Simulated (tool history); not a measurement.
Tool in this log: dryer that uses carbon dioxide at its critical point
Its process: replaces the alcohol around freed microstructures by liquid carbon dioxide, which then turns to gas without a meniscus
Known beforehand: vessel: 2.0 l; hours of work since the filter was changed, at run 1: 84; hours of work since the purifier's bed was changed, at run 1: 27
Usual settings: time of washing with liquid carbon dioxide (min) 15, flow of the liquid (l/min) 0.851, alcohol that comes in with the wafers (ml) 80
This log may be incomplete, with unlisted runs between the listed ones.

run    day  time of washing with liquid carbon dioxide (min)  flow of the liquid (l/min)  alcohol that comes in with the wafers (ml)  hours of work since the filter was changed  hours of work since the purifier's bed was changed  alcohol left in the vessel before it's heated (ppm by volume)
  1  0.000                                                15                       0.851                                          80                                          84                                                  27                                                            143
  2  0.192                                                15                       1.234                                          80                                          86                                                  29                                                             14
  3  0.496                                                15                       1.234                                          80                                          89                                                  33                                                             26
  4  0.662                                                15                       1.234                                          80                                          91                                                  34                                                             30
  5  1.004                                                15                       1.234                                          75                                          95                                                  38                                                             28
  6  1.279                                                15                       1.234                                          75                                          98                                                  42                                                             26
  7  1.454                                                15                       0.851                                         100                                         100                                                  44                                                            174
  8  1.667                                                15                       0.851                                         100                                         103                                                  46                                                            184
  9  1.912                                                14                       0.851                                         100                                         106                                                  49                                                            267
 10  2.250                                                15                       0.851                                          80                                         109                                                  53                                                            156
 11  2.525                                                15                       0.851                                          80                                         113                                                  56                                                            152
 12  2.796                                                18                       0.594                                          80                                         116                                                  59                                                            354
 13  3.192                                                18                       0.594                                          80                                         120                                                  63                                                            368
 14  3.367                                                18                       0.594                                          80                                         122                                                  65                                                            364
 15  3.608                                                18                       0.538                                          22                                         125                                                  68                                                            165
 16  4.017                                                16                       0.812                                          22                                         130                                                  73                                                             52
 17  4.371                                                16                       0.812                                          22                                         134                                                  77                                                             60
 18  4.542                                                10                       0.651                                          37                                         136                                                  79                                                           1117
 19  4.917                                                11                       1.063                                         116                                         140                                                  83                                                            385
 20  5.117                                                19                       1.063                                          37                                         142                                                  86                                                             21
 21  5.508                                                11                       0.851                                          99                                         147                                                  90                                                            869
 22  5.808                                                16                       0.851                                          47                                         150                                                  94                                                             94

Some steps in alcohol left in the vessel before it's heated (ppm by volume) between neighbouring runs. How much of each would the tool show without its hidden state too (settings, what came in, random variation), and how much is left for the hidden state, with any gauge scatter that isn't in both results?
Hidden state present: flow that reaches the vessel past the clogged filter, %; alcohol in the recycled carbon dioxide, ppm; drift of the gauge itself on alcohol_ppm, %.
Run 17 -> 18: time of washing with liquid carbon dioxide (min) 16 -> 10, flow of the liquid (l/min) 0.812 -> 0.651, alcohol that comes in with the wafers (ml) 22 -> 37. alcohol left in the vessel before it's heated (ppm by volume) +1057: hidden state +262, all else +795.
Run 20 -> 21: time of washing with liquid carbon dioxide (min) 19 -> 11, flow of the liquid (l/min) 1.063 -> 0.851, alcohol that comes in with the wafers (ml) 37 -> 99. alcohol left in the vessel before it's heated (ppm by volume) +848: hidden state +310, all else +538.
Run 21 -> 22: time of washing with liquid carbon dioxide (min) 11 -> 16, alcohol that comes in with the wafers (ml) 99 -> 47. alcohol left in the vessel before it's heated (ppm by volume) -775: hidden state -275, all else -500.
